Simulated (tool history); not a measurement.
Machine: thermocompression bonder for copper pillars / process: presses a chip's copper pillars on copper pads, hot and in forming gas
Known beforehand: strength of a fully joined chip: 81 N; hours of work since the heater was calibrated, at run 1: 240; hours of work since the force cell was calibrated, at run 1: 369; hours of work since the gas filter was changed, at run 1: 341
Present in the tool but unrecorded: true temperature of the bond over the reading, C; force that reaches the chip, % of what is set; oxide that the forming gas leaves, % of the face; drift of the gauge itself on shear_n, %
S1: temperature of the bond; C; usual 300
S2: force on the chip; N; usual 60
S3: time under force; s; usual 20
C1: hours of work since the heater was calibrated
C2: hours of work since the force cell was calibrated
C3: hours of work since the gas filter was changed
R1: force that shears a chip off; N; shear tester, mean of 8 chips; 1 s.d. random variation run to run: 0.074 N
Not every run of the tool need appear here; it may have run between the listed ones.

Run 1, hour 0: usual settings; C1 240; C2 369; C3 341. Result: R1 29.72 N.
Run 2, hour 16.7: usual settings; C1 250; C2 378; C3 350. Result: R1 29.65 N.
Run 3, hour 26.3: usual settings; C1 255; C2 384; C3 356. Result: R1 29.67 N.
Run 4, hour 43.7: usual settings; C1 265; C2 394; C3 366. Result: R1 29.63 N.
Run 5, hour 51.7: usual settings; C1 270; C2 398; C3 370. Result: R1 29.63 N.
Run 6, hour 66.5: usual settings but S2 44 N; C1 278; C2 407; C3 379. Result: R1 24.95 N.
Run 7, hour 76.4: usual settings but S1 329 C, S2 44 N; C1 284; C2 412; C3 384. Result: R1 33.22 N.
Run 8, hour 86.9: usual settings but S1 329 C, S2 44 N; C1 290; C2 418; C3 390. Result: R1 33.08 N.
Run 9, hour 104.1: usual settings but S1 329 C, S2 44 N; C1 300; C2 428; C3 400. Result: R1 33 N.
Run 10, hour 111.6: usual settings but S3 12 s; C1 304; C2 432; C3 404. Result: R1 24.09 N.
Run 11, hour 122.6: usual settings but S2 40 N; C1 310; C2 439; C3 411. Result: R1 23.66 N.
Run 12, hour 130.9: usual settings; C1 315; C2 443; C3 415. Result: R1 29.61 N.
Run 13, hour 146.6: usual settings; C1 324; C2 452; C3 424. Result: R1 29.52 N.
Run 14, hour 161.7: usual settings; C1 333; C2 461; C3 433. Result: R1 29.61 N.
Run 15, hour 179.1: usual settings; C1 343; C2 471; C3 443. Result: R1 29.61 N.
Run 16, hour 196.2: usual settings but S1 314 C, S3 11 s; C1 352; C2 481; C3 452. Result: R1 26.92 N.
Run 17, hour 212.2: usual settings but S1 277 C, S2 75 N, S3 15 s; C1 361; C2 490; C3 462. Result: R1 23.2 N.
Run 18, hour 225.8: usual settings but S2 40 N, S3 21 s; C1 369; C2 497; C3 469. Result: R1 23.91 N.
Run 19, hour 238.7: usual settings but S2 40 N, S3 21 s; C1 377; C2 505; C3 477. Result: R1 23.89 N.
Run 20, hour 251.2: usual settings but S2 40 N, S3 12 s; C1 384; C2 512; C3 484. Result: R1 18.9 N.
At hour 264.3: forming gas filter changed.
Run 21, hour 268: usual settings but S2 40 N, S3 12 s; C1 393; C2 521; C3 2. Result: R1 19.3 N.
Run 22, hour 281.9: usual settings but S1 281 C, S2 40 N, S3 14 s; C1 401; C2 529; C3 10. Result: R1 16.42 N.
Run 23, hour 293.1: usual settings but S1 273 C, S2 54 N, S3 12 s; C1 407; C2 536; C3 16. Result: R1 16.89 N.
Run 24, hour 302: usual settings but S1 301 C, S2 54 N, S3 33 s; C1 412; C2 541; C3 22. Result: R1 35.01 N.
Run 25, hour 316.7: usual settings but S1 316 C, S2 38 N, S3 23 s; C1 421; C2 549; C3 30. Result: R1 29.03 N.
Run 26, hour 326.8: usual settings but S1 316 C, S2 80 N, S3 23 s; C1 426; C2 555; C3 36. Result: R1 42.47 N.
Run 27, hour 335.5: usual settings but S1 282 C, S2 73 N; C1 431; C2 560; C3 41. Result: R1 27.55 N.
Run 28, hour 352.4: usual settings but S1 282 C, S2 73 N; C1 441; C2 569; C3 50. Result: R1 27.7 N.
Run 29, hour 362.9: usual settings but S1 275 C, S2 87 N, S3 27 s; C1 447; C2 575; C3 56. Result: R1 31.65 N.
Run 30, hour 375.8: usual settings but S1 293 C, S2 42 N, S3 45 s; C1 454; C2 583; C3 64. Result: R1 31.6 N.

A few steps of R1 between consecutive runs. Split each: what settings, incoming material and random variation would produce without the hidden state, and what is left over for the hidden state, along with gauge scatter present in only one of the two compared results (measured, and without hidden state):
Run 9 -> 10: S1 329 -> 300, S2 44 -> 60, S3 20 -> 12. R1 -8.91 N: hidden state +0.29, all else -9.2.
Run 20 -> 21: forming gas filter changed. R1 +0.4 N: hidden state +0.41, all else -0.01.
Run 23 -> 24: S1 273 -> 301, S3 12 -> 33. R1 +18.12 N: hidden state -0.38, all else +18.5.
Run 25 -> 26: S2 38 -> 80. R1 +13.44 N: hidden state -0.21, all else +13.65.
Run 26 -> 27: S1 316 -> 282, S2 80 -> 73, S3 23 -> 20. R1 -14.92 N: hidden state +0.22, all else -15.14.
